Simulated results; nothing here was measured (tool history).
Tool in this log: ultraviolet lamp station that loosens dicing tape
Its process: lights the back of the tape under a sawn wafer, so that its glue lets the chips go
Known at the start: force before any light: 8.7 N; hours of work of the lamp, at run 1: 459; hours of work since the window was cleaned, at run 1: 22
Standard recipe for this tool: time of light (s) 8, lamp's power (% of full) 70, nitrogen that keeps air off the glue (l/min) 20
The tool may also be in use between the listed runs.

| run | hour | time of light (s) | lamp's power (% of full) | nitrogen that keeps air off the glue (l/min) | hours of work of the lamp | hours of work since the window was cleaned | force that peels the tape off (N) | light that reached the tape (mJ/cm2) |
|---|---|---|---|---|---|---|---|---|
| 1 | 0 | 8 | 70 | 20 | 459 | 22 | 0.321 | 351 |
| 2 | 17.2 | 8 | 70 | 20 | 467 | 29 | 0.319 | 347 |
| 3 | 53.5 | 8 | 70 | 20 | 482 | 45 | 0.346 | 348 |
| 4 | 90.1 | 8 | 70 | 20 | 498 | 61 | 0.34 | 346 |
| 5 | 107.3 | 8 | 70 | 20 | 505 | 68 | 0.345 | 345 |
| 6 | 145.8 | 8 | 70 | 20 | 522 | 85 | 0.353 | 335 |
| 7 | 171.3 | 11 | 70 | 20 | 533 | 96 | 0.147 | 458 |
| 8 | 187.2 | 8 | 78 | 20 | 540 | 102 | 0.281 | 369 |
| 9 | 207.1 | 8 | 78 | 20 | 548 | 111 | 0.292 | 366 |
| 10 | 243.9 | 8 | 78 | 8 | 564 | 127 | 0.627 | 362 |
| 11 | 268.7 | 8 | 70 | 20 | 575 | 137 | 0.415 | 325 |
| 12 | 292.1 | 8 | 70 | 20 | 585 | 148 | 0.424 | 324 |
| 13 | 319.5 | 8 | 70 | 20 | 596 | 159 | 0.441 | 318 |
| 14 | 354.7 | 5 | 70 | 20 | 612 | 174 | 1.288 | 197 |
| 15 | 391.9 | 5 | 70 | 20 | 628 | 190 | 1.309 | 196 |
| 16 | 409.4 | 5 | 70 | 20 | 635 | 198 | 1.292 | 189 |
| 17 | 440.6 | 8 | 70 | 20 | 648 | 211 | 0.473 | 303 |
| 18 | 467.4 | 8 | 70 | 20 | 660 | 223 | 0.5 | 302 |
| 19 | 504.4 | 12 | 70 | 20 | 676 | 239 | 0.159 | 450 |
| 20 | 531.7 | 12 | 70 | 20 | 688 | 250 | 0.166 | 442 |
| 21 | 554.6 | 12 | 70 | 20 | 697 | 260 | 0.165 | 442 |
| 22 | 579.2 | 12 | 70 | 20 | 708 | 271 | 0.17 | 438 |
|  | 583 | window cleaned of glue's vapour |
| 23 | 603.1 | 8 | 91 | 19 | 718 | 9 | 0.303 | 368 |
| 24 | 624 | 14 | 62 | 8 | 727 | 18 | 0.398 | 436 |
| 25 | 652.9 | 14 | 83 | 34 | 740 | 30 | 0.066 | 573 |
| 26 | 670.4 | 5 | 70 | 16 | 747 | 38 | 1.861 | 172 |
| 27 | 689.2 | 8 | 70 | 31 | 755 | 46 | 0.48 | 272 |
| 28 | 716.6 | 8 | 100 | 8 | 767 | 57 | 0.533 | 387 |
| 29 | 742.5 | 10 | 66 | 20 | 778 | 69 | 0.436 | 313 |
|  | 751.1 | window cleaned of glue's vapour, once more |
| 30 | 770.5 | 6 | 66 | 20 | 790 | 8 | 1.096 | 216 |
| 31 | 790 | 13 | 96 | 16 | 798 | 17 | 0.073 | 677 |
| 32 | 814.1 | 13 | 95 | 34 | 809 | 27 | 0.068 | 652 |
| 33 | 837.5 | 13 | 95 | 34 | 819 | 37 | 0.06 | 659 |
| 34 | 864.6 | 6 | 68 | 10 | 830 | 49 | 1.623 | 211 |
| 35 | 896.9 | 6 | 68 | 10 | 844 | 63 | 1.619 | 213 |
| 36 | 915.8 | 11 | 68 | 7 | 852 | 71 | 0.6 | 388 |
| 37 | 934.9 | 11 | 68 | 16 | 860 | 79 | 0.306 | 388 |
| 38 | 971.7 | 11 | 68 | 16 | 876 | 95 | 0.314 | 380 |
| 39 | 999.5 | 5 | 61 | 35 | 888 | 107 | 1.555 | 156 |
| 40 | 1033.8 | 11 | 74 | 23 | 903 | 121 | 0.189 | 405 |
| 41 | 1061.9 | 11 | 88 | 23 | 915 | 134 | 0.114 | 472 |
| 42 | 1095.1 | 11 | 88 | 23 | 929 | 148 | 0.13 | 464 |
| 43 | 1116.6 | 9 | 72 | 24 | 939 | 157 | 0.393 | 307 |
| 44 | 1152.9 | 11 | 90 | 10 | 954 | 173 | 0.256 | 472 |

Here are 3 independent what-if runs from the current tool condition. What would each one return?
| A | 1168.9 | 5 | 95 | 23 | 961 | 180 | ? | ? |
| B | 1168.9 | 11 | 90 | 23 | 961 | 180 | ? | ? |
| C | 1168.9 | 14 | 66 | 10 | 961 | 180 | ? | ? |

| run | force that peels the tape off (N) | light that reached the tape (mJ/cm2) |
|---|---|---|
| A | 0.912 | 219 |
| B | 0.134 | 468 |
| C | 0.305 | 440 |
With the hidden condition removed and each run's random variation left untouched, the same runs would have given:
| run | force that peels the tape off (N) | light that reached the tape (mJ/cm2) |
|---|---|---|
| A | 0.248 | 359 |
| B | 0.066 | 762 |
| C | 0.075 | 713 |

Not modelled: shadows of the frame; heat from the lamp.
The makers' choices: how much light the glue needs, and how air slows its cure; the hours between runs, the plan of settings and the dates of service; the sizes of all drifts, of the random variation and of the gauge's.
